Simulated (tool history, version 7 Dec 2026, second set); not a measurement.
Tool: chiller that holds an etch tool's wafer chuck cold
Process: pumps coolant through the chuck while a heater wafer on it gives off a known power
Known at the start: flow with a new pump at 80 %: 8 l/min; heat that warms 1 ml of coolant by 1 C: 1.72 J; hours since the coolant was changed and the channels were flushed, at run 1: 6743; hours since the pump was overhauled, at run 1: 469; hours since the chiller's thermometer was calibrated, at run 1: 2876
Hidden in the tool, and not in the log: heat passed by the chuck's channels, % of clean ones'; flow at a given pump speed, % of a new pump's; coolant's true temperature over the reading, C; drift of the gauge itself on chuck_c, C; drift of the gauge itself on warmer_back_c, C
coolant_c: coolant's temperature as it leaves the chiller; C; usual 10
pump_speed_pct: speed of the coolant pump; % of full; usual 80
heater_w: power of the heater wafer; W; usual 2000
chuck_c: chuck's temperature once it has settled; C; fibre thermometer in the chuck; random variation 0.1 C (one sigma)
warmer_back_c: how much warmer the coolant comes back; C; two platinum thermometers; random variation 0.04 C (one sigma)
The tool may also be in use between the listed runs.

run,hour,coolant_c,pump_speed_pct,heater_w,hours since the coolant was changed and the channels were flushed,hours since the pump was overhauled,hours since the chiller's thermometer was calibrated,chuck_c,warmer_back_c
1,0,10,80,2000,6743,469,2876,26.1,8.7
2,26.4,0,80,2000,6769,495,2903,16.1,8.66
3,44.3,10,80,2502,6787,513,2921,30,10.93
4,63.2,10,80,2502,6806,532,2940,30,10.85
5,87.5,10,80,2000,6830,556,2964,25.9,8.71
6,108,10,80,2000,6851,577,2984,26,8.63
7,131.1,7,80,2000,6874,600,3008,22.8,8.63
8,156,10,80,2255,6899,625,3032,28.1,9.75
9,182.2,10,80,2000,6925,651,3059,26.1,8.64
10,205.2,10,90,2000,6948,674,3082,24.7,7.49
11,220.4,10,80,2000,6963,689,3097,26.3,8.65
12,250.2,10,95,2000,6993,719,3127,24.2,7.03
13,270.7,10,95,2000,7014,739,3147,24.1,6.97
14,289.1,10,81,2000,7032,758,3166,25.8,8.41
15,305.4,10,81,2000,7048,774,3182,25.9,8.34
16,324.3,10,81,2000,7067,793,3201,25.8,8.36
17,342.3,6,90,2000,7085,811,3219,20.7,7.37
18,366.9,6,64,2558,7110,836,3243,30.3,14.15
19,390.3,17,94,2012,7133,859,3267,31.3,6.97
20,403,14,100,2954,7146,872,3279,34.2,9.73
21,425.9,10,69,2083,7169,895,3302,28.8,10.54
22,451.1,12,78,2041,7194,920,3328,28.9,8.85
23,467.2,12,78,2041,7210,936,3344,28.7,8.83

Forecast run 24:
24,485.8,12,78,2041,7229,954,3362,?,?

Run 24 gave chuck_c 28.6 C, warmer_back_c 8.76 C.
Without the tool's hidden state the same run would have given chuck_c 28.6 C, warmer_back_c 9.09 C.
